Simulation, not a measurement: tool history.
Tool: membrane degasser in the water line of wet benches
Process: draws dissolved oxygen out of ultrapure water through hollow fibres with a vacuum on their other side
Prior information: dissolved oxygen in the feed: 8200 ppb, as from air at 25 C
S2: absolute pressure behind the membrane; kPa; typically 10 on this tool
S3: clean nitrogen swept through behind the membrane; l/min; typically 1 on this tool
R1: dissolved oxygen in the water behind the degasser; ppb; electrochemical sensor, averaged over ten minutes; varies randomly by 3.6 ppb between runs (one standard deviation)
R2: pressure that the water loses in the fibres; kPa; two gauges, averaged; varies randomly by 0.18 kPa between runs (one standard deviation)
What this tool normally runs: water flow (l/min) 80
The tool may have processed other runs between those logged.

run 1 day=0 | water_flow_(l/min)=80 S2=10 S3=1 | R1=1068.4 R2=50.06
run 2 day=2.321 | water_flow_(l/min)=80 S2=10 S3=1 | R1=1055.8 R2=49.55
-- day=3.062 seals of the vacuum lines changed
run 3 day=4.029 | water_flow_(l/min)=80 S2=10 S3=1 | R1=1056.7 R2=49.57
run 4 day=5.783 | water_flow_(l/min)=80 S2=10 S3=1 | R1=1052 R2=50.04
run 5 day=8.358 | water_flow_(l/min)=80 S2=10 S3=1 | R1=1057.4 R2=49.89
run 6 day=11.733 | water_flow_(l/min)=80 S2=15 S3=1 | R1=1572.1 R2=49.6
run 7 day=14 | water_flow_(l/min)=80 S2=15 S3=1 | R1=1570.6 R2=49.86
run 8 day=15.667 | water_flow_(l/min)=80 S2=10 S3=1 | R1=1055.4 R2=49.77
run 9 day=17.571 | water_flow_(l/min)=80 S2=10 S3=0.53 | R1=1399 R2=50.06
run 10 day=21.283 | water_flow_(l/min)=90 S2=10 S3=1 | R1=1186.6 R2=56.18
run 11 day=23.075 | water_flow_(l/min)=90 S2=10 S3=1 | R1=1186.5 R2=56.36
run 12 day=25.142 | water_flow_(l/min)=90 S2=10 S3=1 | R1=1179.6 R2=56.53
run 13 day=28.567 | water_flow_(l/min)=80 S2=10 S3=1 | R1=1044 R2=49.9
run 14 day=30.417 | water_flow_(l/min)=80 S2=10 S3=1 | R1=1050.2 R2=50.27
run 15 day=33.575 | water_flow_(l/min)=80 S2=10 S3=1.71 | R1=806.6 R2=50.24
run 16 day=35.679 | water_flow_(l/min)=80 S2=10 S3=1.71 | R1=802.4 R2=50.08
run 17 day=38.888 | water_flow_(l/min)=107 S2=8 S3=1 | R1=1134.9 R2=66.78
run 18 day=42.3 | water_flow_(l/min)=80 S2=11.6 S3=0.87 | R1=1308.6 R2=50
run 19 day=45.238 | water_flow_(l/min)=70 S2=9.5 S3=0.62 | R1=1107.1 R2=43.67
run 20 day=47.479 | water_flow_(l/min)=57 S2=13.6 S3=0.61 | R1=1424.5 R2=35.62
run 21 day=49.733 | water_flow_(l/min)=75 S2=13.6 S3=1.38 | R1=1124.3 R2=47.04
run 22 day=52.862 | water_flow_(l/min)=77 S2=12.1 S3=1.77 | R1=892.9 R2=47.9
run 23 day=54.608 | water_flow_(l/min)=119 S2=10 S3=1.35 | R1=1371.6 R2=74.35
run 24 day=56.471 | water_flow_(l/min)=119 S2=10 S3=2.51 | R1=1097.1 R2=74.55
run 25 day=59.988 | water_flow_(l/min)=49 S2=10.1 S3=0.89 | R1=706.9 R2=30.5
run 26 day=63.446 | water_flow_(l/min)=49 S2=10.1 S3=0.89 | R1=709.4 R2=30.6
run 27 day=67.075 | water_flow_(l/min)=80 S2=8.5 S3=0.63 | R1=1077.9 R2=50.16
run 28 day=69.758 | water_flow_(l/min)=80 S2=8.5 S3=0.63 | R1=1069.3 R2=50.02
run 29 day=71.546 | water_flow_(l/min)=80 S2=8.5 S3=0.63 | R1=1075.3 R2=49.75
-- day=73.217 gauge calibrated
run 30 day=73.95 | water_flow_(l/min)=80 S2=8.5 S3=0.63 | R1=1101.2 R2=49.96
run 31 day=76.904 | water_flow_(l/min)=80 S2=8.5 S3=0.63 | R1=1099.4 R2=50.32
run 32 day=78.496 | water_flow_(l/min)=80 S2=8.5 S3=0.63 | R1=1095.5 R2=50.02

3 ways to go on from here, each from the tool as it stands after run 32. What would each give?
run A day=81.3 | water_flow_(l/min)=80 S2=10.8 S3=1 | R1=? R2=?
run B day=81.3 | water_flow_(l/min)=88 S2=10.4 S3=1.15 | R1=? R2=?
run C day=81.3 | water_flow_(l/min)=80 S2=10 S3=1.71 | R1=? R2=?

run=A R1=1145.6 R2=50.02
run=B R1=1130.2 R2=55.06
run=C R1=808.9 R2=50.05
The same runs, with their run-to-run variation unchanged, on a tool lacking any hidden condition would have given:
run=A R1=1147.4 R2=50
run=B R1=1131.9 R2=55.04
run=C R1=810 R2=50.02
